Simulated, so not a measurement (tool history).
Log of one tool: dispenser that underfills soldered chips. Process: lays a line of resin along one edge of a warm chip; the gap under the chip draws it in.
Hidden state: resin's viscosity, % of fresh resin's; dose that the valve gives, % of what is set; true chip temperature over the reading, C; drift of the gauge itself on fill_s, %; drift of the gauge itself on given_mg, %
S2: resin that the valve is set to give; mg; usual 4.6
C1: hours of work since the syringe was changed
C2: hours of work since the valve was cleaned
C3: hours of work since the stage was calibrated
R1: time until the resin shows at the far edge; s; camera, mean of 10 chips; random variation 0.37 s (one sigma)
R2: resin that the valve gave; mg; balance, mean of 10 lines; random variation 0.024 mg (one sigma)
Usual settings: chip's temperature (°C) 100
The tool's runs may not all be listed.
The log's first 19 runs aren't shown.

{"hour": 134.1, "done": "new syringe of resin"}
{"run": 20, "hour": 142.1, "chip's temperature (°C)": 86, "S2": 4.7, "C1": 6, "C2": 42, "C3": 241, "R1": 49.7, "R2": 4.57}
{"hour": 145.7, "done": "new syringe of resin"}
{"run": 21, "hour": 152.8, "chip's temperature (°C)": 110, "S2": 4.56, "C1": 5, "C2": 49, "C3": 248, "R1": 16.6, "R2": 4.36}
{"hour": 156.9, "done": "new syringe of resin"}
{"run": 22, "hour": 161.3, "chip's temperature (°C)": 115, "S2": 4.84, "C1": 3, "C2": 54, "C3": 253, "R1": 11.7, "R2": 4.62}
{"hour": 168.5, "done": "new syringe of resin"}
{"run": 23, "hour": 171.2, "chip's temperature (°C)": 115, "S2": 4.84, "C1": 2, "C2": 61, "C3": 260, "R1": 10.8, "R2": 4.56}
{"hour": 179.4, "done": "new syringe of resin"}
{"hour": 181.3, "done": "dispensing valve cleaned and set on the balance"}
{"run": 24, "hour": 182.0, "chip's temperature (°C)": 86, "S2": 5, "C1": 1, "C2": 0, "C3": 267, "R1": 39.6, "R2": 5.02}
{"hour": 191.2, "done": "new syringe of resin"}
{"run": 25, "hour": 191.2, "chip's temperature (°C)": 106, "S2": 5.9, "C1": 0, "C2": 7, "C3": 273, "R1": 15.1, "R2": 5.85}
{"run": 26, "hour": 197.1, "chip's temperature (°C)": 110, "S2": 5.9, "C1": 4, "C2": 11, "C3": 277, "R1": 15.1, "R2": 5.81}
{"hour": 202.0, "done": "new syringe of resin"}
{"run": 27, "hour": 206.4, "chip's temperature (°C)": 110, "S2": 5.9, "C1": 3, "C2": 17, "C3": 283, "R1": 13.5, "R2": 5.79}
{"hour": 213.2, "done": "new syringe of resin"}
{"run": 28, "hour": 215.6, "chip's temperature (°C)": 89, "S2": 5.12, "C1": 2, "C2": 23, "C3": 289, "R1": 35.5, "R2": 5.01}
{"run": 29, "hour": 222.2, "chip's temperature (°C)": 104, "S2": 4.11, "C1": 6, "C2": 28, "C3": 294, "R1": 21.4, "R2": 4.04}
{"hour": 224.1, "done": "new syringe of resin"}
{"run": 30, "hour": 231.2, "chip's temperature (°C)": 99, "S2": 4.33, "C1": 5, "C2": 34, "C3": 300, "R1": 25.1, "R2": 4.19}
{"hour": 234.9, "done": "new syringe of resin"}
{"run": 31, "hour": 239.3, "chip's temperature (°C)": 106, "S2": 5.3, "C1": 3, "C2": 39, "C3": 306, "R1": 17.3, "R2": 5.13}

Run 32 comes next. What will it give?
{"hour": 246.0, "done": "new syringe of resin"}
{"run": 32, "hour": 247.7, "chip's temperature (°C)": 106, "S2": 5.3, "C1": 1, "C2": 45, "C3": 311, "R1": "?", "R2": "?"}

R1: 15.7 s
R2: 5.12 mg
Without the tool's hidden state the same run would have given R1 16.6 s, R2 5.33 mg.
